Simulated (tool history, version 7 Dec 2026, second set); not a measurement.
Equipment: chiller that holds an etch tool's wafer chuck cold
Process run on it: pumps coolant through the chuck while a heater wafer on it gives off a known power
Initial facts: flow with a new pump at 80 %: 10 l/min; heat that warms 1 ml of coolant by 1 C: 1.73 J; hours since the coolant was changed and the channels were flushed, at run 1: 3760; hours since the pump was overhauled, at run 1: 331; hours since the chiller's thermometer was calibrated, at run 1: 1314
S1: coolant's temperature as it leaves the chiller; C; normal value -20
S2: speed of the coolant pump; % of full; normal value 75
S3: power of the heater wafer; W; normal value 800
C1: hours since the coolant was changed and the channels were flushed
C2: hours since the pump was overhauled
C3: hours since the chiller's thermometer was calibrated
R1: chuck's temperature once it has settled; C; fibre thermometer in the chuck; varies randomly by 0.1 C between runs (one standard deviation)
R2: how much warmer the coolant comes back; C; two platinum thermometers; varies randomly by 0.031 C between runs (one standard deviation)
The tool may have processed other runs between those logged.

run 1 day=0 | S1=-20 S2=75 S3=800 | C1=3760 C2=331 C3=1314 | R1=-13.9 R2=2.98
run 2 day=1.738 | S1=-20 S2=75 S3=800 | C1=3801 C2=372 C3=1355 | R1=-13.8 R2=2.99
run 3 day=3.379 | S1=-20 S2=75 S3=800 | C1=3841 C2=412 C3=1395 | R1=-13.9 R2=3
run 4 day=5.033 | S1=-20 S2=75 S3=800 | C1=3881 C2=452 C3=1435 | R1=-14 R2=3.04
run 5 day=5.904 | S1=-20 S2=75 S3=800 | C1=3901 C2=472 C3=1455 | R1=-14.1 R2=3.01
run 6 day=6.642 | S1=-20 S2=75 S3=800 | C1=3919 C2=490 C3=1473 | R1=-14 R2=3.05
run 7 day=7.462 | S1=-20 S2=75 S3=772 | C1=3939 C2=510 C3=1493 | R1=-14.2 R2=2.94
run 8 day=8.688 | S1=-20 S2=75 S3=772 | C1=3968 C2=539 C3=1522 | R1=-14 R2=2.98
run 9 day=10.146 | S1=-20 S2=75 S3=800 | C1=4003 C2=574 C3=1557 | R1=-13.8 R2=3.07
run 10 day=11.45 | S1=-20 S2=75 S3=800 | C1=4034 C2=606 C3=1589 | R1=-14 R2=3.11
run 11 day=12.721 | S1=-20 S2=75 S3=800 | C1=4065 C2=636 C3=1619 | R1=-13.8 R2=3.09
run 12 day=14.229 | S1=-20 S2=75 S3=800 | C1=4101 C2=672 C3=1655 | R1=-13.9 R2=3.14
run 13 day=14.958 | S1=-20 S2=75 S3=800 | C1=4119 C2=690 C3=1673 | R1=-13.6 R2=3.16
run 14 day=15.867 | S1=-20 S2=75 S3=800 | C1=4140 C2=711 C3=1695 | R1=-13.8 R2=3.1
run 15 day=16.658 | S1=-20 S2=75 S3=800 | C1=4160 C2=731 C3=1714 | R1=-14 R2=3.17
run 16 day=18.067 | S1=-15 S2=89 S3=437 | C1=4193 C2=764 C3=1747 | R1=-11.8 R2=1.63
run 17 day=19.283 | S1=-15 S2=75 S3=625 | C1=4223 C2=794 C3=1777 | R1=-10.3 R2=2.55
run 18 day=21.038 | S1=-20 S2=83 S3=800 | C1=4265 C2=836 C3=1819 | R1=-14.4 R2=2.93
run 19 day=21.762 | S1=-22 S2=66 S3=800 | C1=4282 C2=853 C3=1836 | R1=-15.5 R2=3.65
run 20 day=23.262 | S1=-22 S2=66 S3=800 | C1=4318 C2=889 C3=1872 | R1=-15.6 R2=3.6
run 21 day=25.025 | S1=-22 S2=66 S3=800 | C1=4360 C2=931 C3=1914 | R1=-15.4 R2=3.7
run 22 day=26.808 | S1=-17 S2=75 S3=539 | C1=4403 C2=974 C3=1957 | R1=-12.8 R2=2.36
run 23 day=28.479 | S1=-17 S2=75 S3=539 | C1=4443 C2=1014 C3=1997 | R1=-12.7 R2=2.35
run 24 day=29.658 | S1=-21 S2=75 S3=451 | C1=4472 C2=1043 C3=2026 | R1=-17.7 R2=2.09
run 25 day=30.696 | S1=-16 S2=75 S3=451 | C1=4496 C2=1067 C3=2051 | R1=-12.6 R2=2.05
-- day=31.562 gauge calibrated
run 26 day=32.238 | S1=-16 S2=63 S3=426 | C1=4533 C2=1104 C3=2087 | R1=-12.5 R2=1.92
run 27 day=33.212 | S1=-23 S2=63 S3=426 | C1=4557 C2=1128 C3=2111 | R1=-19.4 R2=1.9
run 28 day=34.425 | S1=-28 S2=89 S3=790 | C1=4586 C2=1157 C3=2140 | R1=-22.6 R2=2.47
run 29 day=35.942 | S1=-20 S2=65 S3=800 | C1=4622 C2=1193 C3=2176 | R1=-13.3 R2=3.5

Forecast each of these 4 alternatives for the next run:
run A day=37.225 | S1=-20 S2=65 S3=745 | C1=4653 C2=1224 C3=2207 | R1=? R2=?
run B day=37.225 | S1=-20 S2=87 S3=463 | C1=4653 C2=1224 C3=2207 | R1=? R2=?
run C day=37.225 | S1=-11 S2=65 S3=800 | C1=4653 C2=1224 C3=2207 | R1=? R2=?
run D day=37.225 | S1=-23 S2=65 S3=575 | C1=4653 C2=1224 C3=2207 | R1=? R2=?

run=A R1=-13.8 R2=3.25
run=B R1=-16.7 R2=1.55
run=C R1=-4.3 R2=3.52
run=D R1=-18.1 R2=2.54
Had the tool no hidden state, the same runs would have come out as:
run=A R1=-13.8 R2=3.17
run=B R1=-16.7 R2=1.47
run=C R1=-4.3 R2=3.45
run=D R1=-18.1 R2=2.47

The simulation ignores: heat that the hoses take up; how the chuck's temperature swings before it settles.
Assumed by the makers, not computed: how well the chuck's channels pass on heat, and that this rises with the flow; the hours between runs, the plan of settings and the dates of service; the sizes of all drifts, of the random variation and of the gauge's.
